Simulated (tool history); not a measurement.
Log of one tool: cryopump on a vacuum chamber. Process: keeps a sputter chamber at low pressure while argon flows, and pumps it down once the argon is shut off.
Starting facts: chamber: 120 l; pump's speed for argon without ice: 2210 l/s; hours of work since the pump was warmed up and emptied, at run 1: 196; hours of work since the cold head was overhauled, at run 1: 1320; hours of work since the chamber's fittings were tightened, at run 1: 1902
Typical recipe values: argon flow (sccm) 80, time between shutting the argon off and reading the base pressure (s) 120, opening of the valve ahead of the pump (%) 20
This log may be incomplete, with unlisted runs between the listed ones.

run    hour  argon flow (sccm)  time between shutting the argon off and reading the base pressure (s)  opening of the valve ahead of the pump (%)  hours of work since the pump was warmed up and emptied  hours of work since the cold head was overhauled  hours of work since the chamber's fittings were tightened  pressure while argon flows (Pa)  pressure after the wait (uPa)
  1     0.0                 80                                                                    120                                          20                                                     196                                              1320                                                       1902                           0.3134                           0.67
  2    94.8                 80                                                                    120                                          20                                                     245                                              1369                                                       1951                           0.3161                           0.72
  3   198.4                 80                                                                    120                                          58                                                     299                                              1422                                                       2005                           0.1141                           0.76
  4   290.9                 80                                                                    120                                          39                                                     347                                              1470                                                       2053                           0.1700                           0.80
  5   340.5                 80                                                                    120                                          29                                                     373                                              1496                                                       2078                           0.2247                           0.81
  6   416.5                 80                                                                    120                                          29                                                     412                                              1535                                                       2118                           0.2236                           0.81
  7   500.9                 80                                                                    120                                          29                                                     456                                              1579                                                       2161                           0.2264                           0.88
  8   615.9                 80                                                                    120                                          29                                                     515                                              1639                                                       2221                           0.2287                           0.85
      647.6  -- pump warmed up, emptied and cooled again
  9   697.4                 80                                                                    120                                          29                                                      26                                              1678                                                       2261                           0.2111                           0.73
 10   796.7                 80                                                                     85                                          29                                                      77                                              1730                                                       2312                           0.2143                           0.81
 11   849.7                 80                                                                    120                                          20                                                     105                                              1757                                                       2339                           0.3081                           0.75
 12   929.4                 80                                                                     22                                          20                                                     146                                              1798                                                       2381                           0.3119                           1.31
 13   979.2                 80                                                                     22                                          20                                                     172                                              1824                                                       2407                           0.3096                           1.33
     1022.8  -- leaking fittings of the chamber tightened, without venting
 14  1091.2                 80                                                                     22                                          20                                                     229                                              1881                                                         35                           0.3099                           0.80
 15  1169.8                 80                                                                    120                                          18                                                     269                                              1922                                                         76                           0.3473                           0.28
 16  1250.7                158                                                                    120                                          20                                                     311                                              1964                                                        118                           0.6255                           0.30
 17  1345.3                 80                                                                    120                                          22                                                     360                                              2013                                                        167                           0.2897                           0.31
 18  1411.3                 62                                                                     23                                          20                                                     395                                              2047                                                        201                           0.2468                           0.82
 19  1505.0                 82                                                                     23                                          20                                                     443                                              2096                                                        250                           0.3306                           0.85
 20  1571.5                158                                                                     23                                          20                                                     478                                              2130                                                        284                           0.6348                           0.87
     1681.1  -- pump warmed up, emptied and cooled again
 21  1689.1                158                                                                     23                                          20                                                       4                                              2188                                                        343                           0.6085                           0.80
 22  1751.6                 91                                                                     59                                          25                                                      37                                              2221                                                        375                           0.2799                           0.45
 23  1804.4                 63                                                                     88                                          51                                                      64                                              2248                                                        402                           0.0960                           0.38
 24  1872.8                153                                                                     52                                          19                                                      99                                              2283                                                        438                           0.6247                           0.53
 25  1961.4                118                                                                    216                                          25                                                     145                                              2329                                                        484                           0.3720                           0.34
 26  2015.1                118                                                                    238                                          25                                                     173                                              2357                                                        511                           0.3694                           0.36
 27  2122.0                118                                                                    238                                          25                                                     228                                              2413                                                        567                           0.3727                           0.33
 28  2214.0                136                                                                    120                                          20                                                     276                                              2460                                                        614                           0.5371                           0.42
 29  2279.7                 80                                                                    105                                          36                                                     310                                              2494                                                        649                           0.1823                           0.43
 30  2379.7                 80                                                                    105                                          36                                                     362                                              2546                                                        700                           0.1814                           0.47
 31  2446.2                 80                                                                     30                                          20                                                     396                                              2581                                                        735                           0.3192                           0.81
 32  2524.5                 37                                                                    108                                          28                                                     437                                              2621                                                        775                           0.1086                           0.51
 33  2592.7                109                                                                    264                                          17                                                     472                                              2656                                                        811                           0.5149                           0.46

Predict each of these 5 candidate next runs independently; none follows another, all start after run 33:
     2704.3  -- pump warmed up, emptied and cooled again
  A  2704.3                 75                                                                     24                                          17                                                       0                                              2712                                                        866                                ?                              ?
     2704.3  -- pump warmed up, emptied and cooled again
  B  2704.3                135                                                                     24                                          58                                                       0                                              2712                                                        866                                ?                              ?
     2704.3  -- pump warmed up, emptied and cooled again
  C  2704.3                156                                                                    113                                          29                                                       0                                              2712                                                        866                                ?                              ?
     2704.3  -- pump warmed up, emptied and cooled again
  D  2704.3                 80                                                                     54                                          34                                                       0                                              2712                                                        866                                ?                              ?
     2704.3  -- pump warmed up, emptied and cooled again
  E  2704.3                 80                                                                    120                                          22                                                       0                                              2712                                                        866                                ?                              ?

run  pressure while argon flows (Pa)  pressure after the wait (uPa)
  A                           0.3396                           0.89
  B                           0.1801                           0.91
  C                           0.4129                           0.44
  D                           0.1830                           0.61
  E                           0.2816                           0.43
Stripped of hidden state, with their random variation kept, the same runs would have yielded:
run  pressure while argon flows (Pa)  pressure after the wait (uPa)
  A                           0.3384                           0.70
  B                           0.1780                           0.72
  C                           0.4105                           0.25
  D                           0.1817                           0.41
  E                           0.2803                           0.25
